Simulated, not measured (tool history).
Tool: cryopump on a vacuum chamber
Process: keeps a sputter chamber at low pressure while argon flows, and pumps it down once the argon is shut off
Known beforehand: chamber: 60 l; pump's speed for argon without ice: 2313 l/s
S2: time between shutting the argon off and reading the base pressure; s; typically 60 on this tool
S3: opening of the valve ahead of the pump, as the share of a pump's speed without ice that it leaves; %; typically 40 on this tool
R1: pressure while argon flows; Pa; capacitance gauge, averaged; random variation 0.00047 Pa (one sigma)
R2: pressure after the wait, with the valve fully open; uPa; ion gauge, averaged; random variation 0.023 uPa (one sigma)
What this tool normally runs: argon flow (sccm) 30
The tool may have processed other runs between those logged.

{"run": 1, "hour": 0.0, "argon flow (sccm)": 30, "S2": 60, "S3": 40, "R1": 0.0555, "R2": 1.74}
{"run": 2, "hour": 46.5, "argon flow (sccm)": 30, "S2": 60, "S3": 40, "R1": 0.0552, "R2": 1.77}
{"run": 3, "hour": 93.0, "argon flow (sccm)": 30, "S2": 60, "S3": 40, "R1": 0.056, "R2": 1.84}
{"run": 4, "hour": 128.5, "argon flow (sccm)": 30, "S2": 60, "S3": 40, "R1": 0.056, "R2": 1.84}
{"run": 5, "hour": 166.4, "argon flow (sccm)": 30, "S2": 183, "S3": 40, "R1": 0.0554, "R2": 1.4}
{"run": 6, "hour": 208.1, "argon flow (sccm)": 30, "S2": 60, "S3": 40, "R1": 0.0559, "R2": 1.88}
{"run": 7, "hour": 233.9, "argon flow (sccm)": 30, "S2": 60, "S3": 57, "R1": 0.0392, "R2": 1.83}
{"run": 8, "hour": 274.6, "argon flow (sccm)": 30, "S2": 60, "S3": 57, "R1": 0.0406, "R2": 1.86}
{"run": 9, "hour": 304.3, "argon flow (sccm)": 30, "S2": 60, "S3": 57, "R1": 0.0401, "R2": 1.9}
{"run": 10, "hour": 326.2, "argon flow (sccm)": 30, "S2": 60, "S3": 40, "R1": 0.056, "R2": 1.81}
{"run": 11, "hour": 368.9, "argon flow (sccm)": 30, "S2": 60, "S3": 40, "R1": 0.0563, "R2": 1.89}
{"run": 12, "hour": 417.7, "argon flow (sccm)": 30, "S2": 60, "S3": 40, "R1": 0.0569, "R2": 1.92}
{"run": 13, "hour": 451.2, "argon flow (sccm)": 30, "S2": 60, "S3": 40, "R1": 0.0556, "R2": 1.92}
{"run": 14, "hour": 485.5, "argon flow (sccm)": 30, "S2": 60, "S3": 40, "R1": 0.056, "R2": 1.95}
{"run": 15, "hour": 518.4, "argon flow (sccm)": 19, "S2": 233, "S3": 41, "R1": 0.0353, "R2": 1.49}
{"run": 16, "hour": 547.5, "argon flow (sccm)": 19, "S2": 233, "S3": 41, "R1": 0.035, "R2": 1.5}
{"run": 17, "hour": 571.2, "argon flow (sccm)": 14, "S2": 60, "S3": 30, "R1": 0.0344, "R2": 1.99}
{"run": 18, "hour": 607.9, "argon flow (sccm)": 48, "S2": 60, "S3": 30, "R1": 0.1213, "R2": 1.98}
{"run": 19, "hour": 637.7, "argon flow (sccm)": 48, "S2": 105, "S3": 30, "R1": 0.12, "R2": 1.75}
{"run": 20, "hour": 674.6, "argon flow (sccm)": 48, "S2": 105, "S3": 30, "R1": 0.1215, "R2": 1.77}
{"run": 21, "hour": 696.7, "argon flow (sccm)": 48, "S2": 105, "S3": 30, "R1": 0.1207, "R2": 1.74}
{"run": 22, "hour": 717.8, "argon flow (sccm)": 30, "S2": 159, "S3": 38, "R1": 0.0604, "R2": 1.65}
{"run": 23, "hour": 738.7, "argon flow (sccm)": 15, "S2": 47, "S3": 42, "R1": 0.0277, "R2": 2.24}
{"run": 24, "hour": 780.3, "argon flow (sccm)": 20, "S2": 241, "S3": 20, "R1": 0.0744, "R2": 1.52}
{"run": 25, "hour": 806.2, "argon flow (sccm)": 30, "S2": 293, "S3": 40, "R1": 0.0585, "R2": 1.63}
{"run": 26, "hour": 854.2, "argon flow (sccm)": 30, "S2": 293, "S3": 40, "R1": 0.0579, "R2": 1.61}
{"run": 27, "hour": 876.2, "argon flow (sccm)": 30, "S2": 99, "S3": 40, "R1": 0.0577, "R2": 1.86}
{"run": 28, "hour": 905.0, "argon flow (sccm)": 30, "S2": 99, "S3": 40, "R1": 0.0569, "R2": 1.84}

Consider 4 possible next runs. They are alternatives, not a sequence: every one starts from the tool as it was left by run 28. What does each give?
{"run": "A", "hour": 953.0, "argon flow (sccm)": 30, "S2": 267, "S3": 53, "R1": "?", "R2": "?"}
{"run": "B", "hour": 953.0, "argon flow (sccm)": 20, "S2": 178, "S3": 18, "R1": "?", "R2": "?"}
{"run": "C", "hour": 953.0, "argon flow (sccm)": 30, "S2": 99, "S3": 18, "R1": "?", "R2": "?"}
{"run": "D", "hour": 953.0, "argon flow (sccm)": 52, "S2": 84, "S3": 32, "R1": "?", "R2": "?"}

run=A R1=0.0443 R2=1.60
run=B R1=0.0828 R2=1.73
run=C R1=0.1252 R2=1.93
run=D R1=0.1240 R2=1.94
What these runs would have given with no unlogged condition in the tool:
run=A R1=0.0412 R2=0.25
run=B R1=0.0807 R2=0.34
run=C R1=0.1220 R2=0.55
run=D R1=0.1185 R2=0.56
